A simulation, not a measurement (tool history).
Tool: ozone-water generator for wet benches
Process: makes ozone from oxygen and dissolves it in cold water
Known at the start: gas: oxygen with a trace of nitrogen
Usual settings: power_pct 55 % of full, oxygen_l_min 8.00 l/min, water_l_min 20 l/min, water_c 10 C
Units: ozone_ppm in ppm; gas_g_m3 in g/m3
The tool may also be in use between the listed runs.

Run 1, day 0.000: usual settings. Result: ozone_ppm 22.5 ppm, gas_g_m3 171.7 g/m3.
Run 2, day 3.121: usual settings. Result: ozone_ppm 22.2 ppm, gas_g_m3 169.7 g/m3.
Run 3, day 4.688: usual settings but water_l_min 26 l/min. Result: ozone_ppm 18.2 ppm, gas_g_m3 169.4 g/m3.
Run 4, day 6.204: usual settings. Result: ozone_ppm 22.3 ppm, gas_g_m3 169.6 g/m3.
Run 5, day 8.867: usual settings. Result: ozone_ppm 22.7 ppm, gas_g_m3 167.2 g/m3.
Run 6, day 10.592: usual settings but water_l_min 23 l/min. Result: ozone_ppm 20.0 ppm, gas_g_m3 168.9 g/m3.
Run 7, day 12.008: usual settings. Result: ozone_ppm 22.6 ppm, gas_g_m3 169.8 g/m3.
Run 8, day 14.371: usual settings. Result: ozone_ppm 22.3 ppm, gas_g_m3 168.9 g/m3.
Run 9, day 15.958: usual settings. Result: ozone_ppm 22.6 ppm, gas_g_m3 168.4 g/m3.
Run 10, day 19.021: usual settings. Result: ozone_ppm 22.0 ppm, gas_g_m3 168.5 g/m3.
Run 11, day 20.783: usual settings. Result: ozone_ppm 22.1 ppm, gas_g_m3 168.1 g/m3.
Run 12, day 22.621: usual settings but oxygen_l_min 6.71 l/min. Result: ozone_ppm 22.5 ppm, gas_g_m3 187.6 g/m3.
Run 13, day 25.475: usual settings but oxygen_l_min 6.71 l/min. Result: ozone_ppm 22.2 ppm, gas_g_m3 184.1 g/m3.
Run 14, day 28.500: usual settings but oxygen_l_min 6.71 l/min. Result: ozone_ppm 22.3 ppm, gas_g_m3 185.2 g/m3.
Run 15, day 30.512: usual settings. Result: ozone_ppm 22.5 ppm, gas_g_m3 170.1 g/m3.
Run 16, day 32.954: usual settings. Result: ozone_ppm 22.4 ppm, gas_g_m3 167.8 g/m3.
Run 17, day 35.738: usual settings. Result: ozone_ppm 22.3 ppm, gas_g_m3 168.9 g/m3.
Run 18, day 38.604: usual settings but power_pct 75 % of full, oxygen_l_min 9.25 l/min. Result: ozone_ppm 26.1 ppm, gas_g_m3 184.4 g/m3.
At day 39.038: contactor cleaned.
Run 19, day 41.025: usual settings but power_pct 75 % of full, oxygen_l_min 9.73 l/min, water_c 17 C. Result: ozone_ppm 22.0 ppm, gas_g_m3 179.5 g/m3.
Run 20, day 43.292: usual settings but oxygen_l_min 10.28 l/min, water_l_min 21 l/min. Result: ozone_ppm 20.3 ppm, gas_g_m3 146.4 g/m3.
Run 21, day 45.179: usual settings but power_pct 67 % of full, oxygen_l_min 8.92 l/min, water_l_min 25 l/min, water_c 8 C. Result: ozone_ppm 20.5 ppm, gas_g_m3 177.3 g/m3.
Run 22, day 47.546: usual settings but power_pct 51 % of full, oxygen_l_min 5.67 l/min, water_l_min 23 l/min, water_c 8 C. Result: ozone_ppm 18.6 ppm, gas_g_m3 194.8 g/m3.
Run 23, day 49.483: usual settings but power_pct 51 % of full, oxygen_l_min 5.67 l/min, water_l_min 23 l/min, water_c 8 C. Result: ozone_ppm 18.5 ppm, gas_g_m3 193.3 g/m3.
At day 50.929: contactor cleaned, once more.
Run 24, day 52.333: usual settings but power_pct 51 % of full, oxygen_l_min 5.67 l/min, water_l_min 23 l/min, water_c 8 C. Result: ozone_ppm 20.1 ppm, gas_g_m3 192.8 g/m3.
Run 25, day 53.904: usual settings but power_pct 51 % of full, oxygen_l_min 5.67 l/min, water_l_min 23 l/min, water_c 8 C. Result: ozone_ppm 20.1 ppm, gas_g_m3 196.4 g/m3.
Run 26, day 56.700: usual settings but power_pct 76 % of full, oxygen_l_min 5.11 l/min. Result: ozone_ppm 27.7 ppm, gas_g_m3 258.4 g/m3.
Run 27, day 58.771: usual settings but oxygen_l_min 4.22 l/min, water_c 15 C. Result: ozone_ppm 21.5 ppm, gas_g_m3 238.5 g/m3.
Run 28, day 61.717: usual settings but power_pct 68 % of full, oxygen_l_min 12.67 l/min, water_c 15 C. Result: ozone_ppm 22.1 ppm, gas_g_m3 145.4 g/m3.
Run 29, day 64.417: usual settings but power_pct 46 % of full, water_l_min 14 l/min, water_c 17 C. Result: ozone_ppm 23.5 ppm, gas_g_m3 150.1 g/m3.
Run 30, day 66.512: usual settings. Result: ozone_ppm 23.1 ppm, gas_g_m3 166.6 g/m3.
Run 31, day 69.188: usual settings. Result: ozone_ppm 23.1 ppm, gas_g_m3 164.5 g/m3.
Run 32, day 71.188: usual settings but water_l_min 13 l/min, water_c 18 C. Result: ozone_ppm 26.7 ppm, gas_g_m3 164.2 g/m3.

Measured less the same run without the tool's hidden state. The same run-to-run variation is in both; the gauge's scatter may not be:
The hidden state here: yield of the discharge, % of new electrodes'; contactor's efficiency, % of a clean one's; true water temperature over the reading, C; drift of the gauge itself on ozone_ppm, %; drift of the gauge itself on gas_g_m3, %.
run  ozone_ppm  gas_g_m3
  1       -1.7      -3.6
  2       -1.7      -3.8
  3       -1.5      -3.9
  4       -1.8      -4.0
  5       -1.8      -4.0
  6       -1.7      -4.2
  7       -1.8      -4.2
  8       -1.9      -4.4
  9       -1.8      -4.4
 10       -1.9      -4.6
 11       -1.9      -4.7
 12       -2.0      -5.4
 13       -2.0      -5.5
 14       -2.0      -5.6
 15       -2.1      -5.2
 16       -2.1      -5.3
 17       -2.1      -5.5
 18       -2.8      -7.4
 19       -2.9      -7.4
 20       -2.5      -5.1
 21       -2.8      -7.0
 22       -2.3      -6.6
 23       -2.4      -6.7
 24       -0.8      -6.8
 25       -0.8      -7.0
 26       -1.4     -12.1
 27       -1.0      -9.3
 28       -1.1      -6.7
 29       -1.0      -5.4
 30       -1.1      -6.9
 31       -1.2      -7.0
 32       -1.4      -7.1

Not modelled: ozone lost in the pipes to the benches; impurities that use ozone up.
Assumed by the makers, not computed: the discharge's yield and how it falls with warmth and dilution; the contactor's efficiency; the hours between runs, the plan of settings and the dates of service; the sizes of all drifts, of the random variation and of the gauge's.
